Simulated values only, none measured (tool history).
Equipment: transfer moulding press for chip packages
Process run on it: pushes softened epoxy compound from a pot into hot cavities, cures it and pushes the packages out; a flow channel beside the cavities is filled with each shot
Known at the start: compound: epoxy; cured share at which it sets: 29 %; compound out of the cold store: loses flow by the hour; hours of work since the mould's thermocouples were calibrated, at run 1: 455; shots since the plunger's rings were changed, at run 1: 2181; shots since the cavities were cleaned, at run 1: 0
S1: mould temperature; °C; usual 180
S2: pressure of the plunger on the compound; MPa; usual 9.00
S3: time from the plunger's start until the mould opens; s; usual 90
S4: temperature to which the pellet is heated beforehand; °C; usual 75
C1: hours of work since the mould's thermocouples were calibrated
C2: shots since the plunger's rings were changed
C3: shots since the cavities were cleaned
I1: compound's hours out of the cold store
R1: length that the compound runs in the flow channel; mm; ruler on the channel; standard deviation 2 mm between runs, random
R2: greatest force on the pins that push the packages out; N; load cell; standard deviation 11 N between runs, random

Run 1, hour 0.0: usual settings; C1 455; C2 2181; C3 0; I1 16.5. Result: R1 720 mm, R2 512 N.
At hour 45.0: plunger's sealing rings changed.
At hour 61.3: cavities cleaned with cleaning compound and waxed.
Run 2, hour 78.1: usual settings; C1 500; C2 404; C3 215; I1 40.9. Result: R1 650 mm, R2 643 N.
At hour 119.6: cavities cleaned with cleaning compound and waxed.
Run 3, hour 130.2: usual settings; C1 531; C2 1049; C3 136; I1 42.8. Result: R1 640 mm, R2 605 N.
At hour 178.5: cavities cleaned with cleaning compound and waxed.
Run 4, hour 182.5: usual settings; C1 562; C2 1695; C3 50; I1 28.0. Result: R1 682 mm, R2 553 N.
Run 5, hour 227.8: usual settings; C1 589; C2 2273; C3 628; I1 43.4. Result: R1 633 mm, R2 735 N.
At hour 237.0: cavities cleaned with cleaning compound and waxed.
At hour 269.7: plunger's sealing rings changed.
Run 6, hour 291.8: usual settings; C1 626; C2 281; C3 666; I1 16.6. Result: R1 736 mm, R2 785 N.
At hour 300.4: cavities cleaned with cleaning compound and waxed.
At hour 361.9: cavities cleaned with cleaning compound and waxed.
Run 7, hour 392.8: usual settings; C1 686; C2 1530; C3 393; I1 45.0. Result: R1 630 mm, R2 685 N.
At hour 420.3: cavities cleaned with cleaning compound and waxed.
Run 8, hour 467.0: usual settings; C1 730; C2 2457; C3 595; I1 42.1. Result: R1 632 mm, R2 743 N.
At hour 481.7: cavities cleaned with cleaning compound and waxed.
At hour 493.6: plunger's sealing rings changed.
Run 9, hour 525.5: usual settings but S3 74 s; C1 763; C2 406; C3 526; I1 32.6. Result: R1 681 mm, R2 1097 N.
At hour 543.3: cavities cleaned with cleaning compound and waxed.
Run 10, hour 595.0: usual settings; C1 805; C2 1272; C3 659; I1 16.8. Result: R1 728 mm, R2 783 N.
At hour 605.1: cavities cleaned with cleaning compound and waxed.
Run 11, hour 652.3: usual settings; C1 839; C2 1984; C3 602; I1 15.5. Result: R1 726 mm, R2 787 N.
At hour 659.9: mould's thermocouples calibrated.
At hour 668.4: cavities cleaned with cleaning compound and waxed.
At hour 714.0: plunger's sealing rings changed.
At hour 726.0: cavities cleaned with cleaning compound and waxed.
Run 12, hour 738.3: usual settings but S2 10.84 MPa; C1 44; C2 290; C3 156; I1 11.5. Result: R1 829 mm, R2 648 N.
At hour 782.5: cavities cleaned with cleaning compound and waxed.
Run 13, hour 821.2: usual settings but S4 82 °C; C1 94; C2 1328; C3 492; I1 43.3. Result: R1 636 mm, R2 725 N.
At hour 846.0: cavities cleaned with cleaning compound and waxed.
Run 14, hour 886.0: usual settings but S1 186 °C, S2 9.56 MPa, S3 106 s, S4 82 °C; C1 133; C2 2135; C3 509; I1 40.9. Result: R1 646 mm, R2 649 N.
At hour 906.6: cavities cleaned with cleaning compound and waxed.
At hour 931.2: plunger's sealing rings changed.
At hour 966.5: cavities cleaned with cleaning compound and waxed.
Run 15, hour 966.5: usual settings but S2 7.60 MPa, S3 102 s; C1 179; C2 431; C3 0; I1 11.5. Result: R1 699 mm, R2 456 N.
At hour 1024.7: cavities cleaned with cleaning compound and waxed.
Run 16, hour 1055.9: usual settings but S2 8.70 MPa, S3 115 s; C1 232; C2 1551; C3 397; I1 36.6. Result: R1 647 mm, R2 609 N.
At hour 1084.8: cavities cleaned with cleaning compound and waxed.
Run 17, hour 1110.5: usual settings but S2 8.70 MPa, S3 115 s; C1 265; C2 2229; C3 328; I1 15.8. Result: R1 710 mm, R2 587 N.
At hour 1141.0: cavities cleaned with cleaning compound and waxed.
At hour 1152.0: plunger's sealing rings changed.
Run 18, hour 1157.2: usual settings but S2 8.70 MPa, S3 115 s; C1 291; C2 66; C3 175; I1 8.2. Result: R1 757 mm, R2 543 N.
At hour 1199.7: cavities cleaned with cleaning compound and waxed.
Run 19, hour 1222.1: usual settings but S2 7.48 MPa, S3 115 s, S4 85 °C; C1 329; C2 875; C3 287; I1 32.2. Result: R1 616 mm, R2 576 N.
At hour 1261.1: cavities cleaned with cleaning compound and waxed.
Run 20, hour 1297.7: usual settings but S1 188 °C, S3 80 s; C1 375; C2 1819; C3 467; I1 9.2. Result: R1 728 mm, R2 676 N.
At hour 1316.8: cavities cleaned with cleaning compound and waxed.
Run 21, hour 1357.0: usual settings but S1 183 °C, S3 103 s, S4 68 °C; C1 410; C2 2555; C3 512; I1 36.3. Result: R1 644 mm, R2 631 N.
At hour 1368.8: plunger's sealing rings changed.
At hour 1376.9: cavities cleaned with cleaning compound and waxed.
At hour 1435.4: cavities cleaned with cleaning compound and waxed.
Run 22, hour 1460.6: usual settings but S2 10.29 MPa; C1 470; C2 1131; C3 320; I1 47.9. Result: R1 668 mm, R2 705 N.
At hour 1498.8: cavities cleaned with cleaning compound and waxed.
Run 23, hour 1507.9: usual settings but S1 174 °C, S4 84 °C; C1 498; C2 1715; C3 115; I1 42.0. Result: R1 650 mm, R2 762 N.
At hour 1555.8: cavities cleaned with cleaning compound and waxed.
At hour 1586.1: plunger's sealing rings changed.
Run 24, hour 1611.2: usual settings but S1 183 °C, S3 86 s, S4 84 °C; C1 558; C2 319; C3 673; I1 28.5. Result: R1 684 mm, R2 726 N.
At hour 1617.9: cavities cleaned with cleaning compound and waxed.
At hour 1675.6: cavities cleaned with cleaning compound and waxed.
Run 25, hour 1682.2: usual settings but S2 8.51 MPa, S3 83 s; C1 600; C2 1186; C3 83; I1 45.0. Result: R1 612 mm, R2 605 N.
At hour 1734.4: cavities cleaned with cleaning compound and waxed.
Run 26, hour 1772.5: usual settings but S1 181 °C, S2 10.10 MPa, S3 124 s; C1 654; C2 2318; C3 486; I1 12.8. Result: R1 767 mm, R2 637 N.

Below are 3 alternative next runs, each starting from the tool's condition after run 26. Predict each:
At hour 1789.6: cavities cleaned with cleaning compound and waxed.
At hour 1806.8: plunger's sealing rings changed.
At hour 1848.1: cavities cleaned with cleaning compound and waxed.
Run A, hour 1848.4: usual settings but S3 71 s; C1 697; C2 511; C3 4; I1 43.9. Result: R1 ?, R2 ?.
At hour 1789.6: cavities cleaned with cleaning compound and waxed.
At hour 1806.8: plunger's sealing rings changed.
At hour 1848.1: cavities cleaned with cleaning compound and waxed.
Run B, hour 1848.4: usual settings but S1 181 °C, S2 10.45 MPa, S3 82 s, S4 83 °C; C1 697; C2 511; C3 4; I1 43.2. Result: R1 ?, R2 ?.
At hour 1789.6: cavities cleaned with cleaning compound and waxed.
At hour 1806.8: plunger's sealing rings changed.
At hour 1848.1: cavities cleaned with cleaning compound and waxed.
Run C, hour 1848.4: usual settings but S1 187 °C, S2 10.12 MPa, S3 72 s; C1 697; C2 511; C3 4; I1 41.5. Result: R1 ?, R2 ?.

run   R1   R2
  A  641  779
  B  688  513
  C  673  542
With the hidden condition removed and each run's random variation left untouched, the same runs would have given:
run   R1   R2
  A  647  812
  B  695  524
  C  680  552
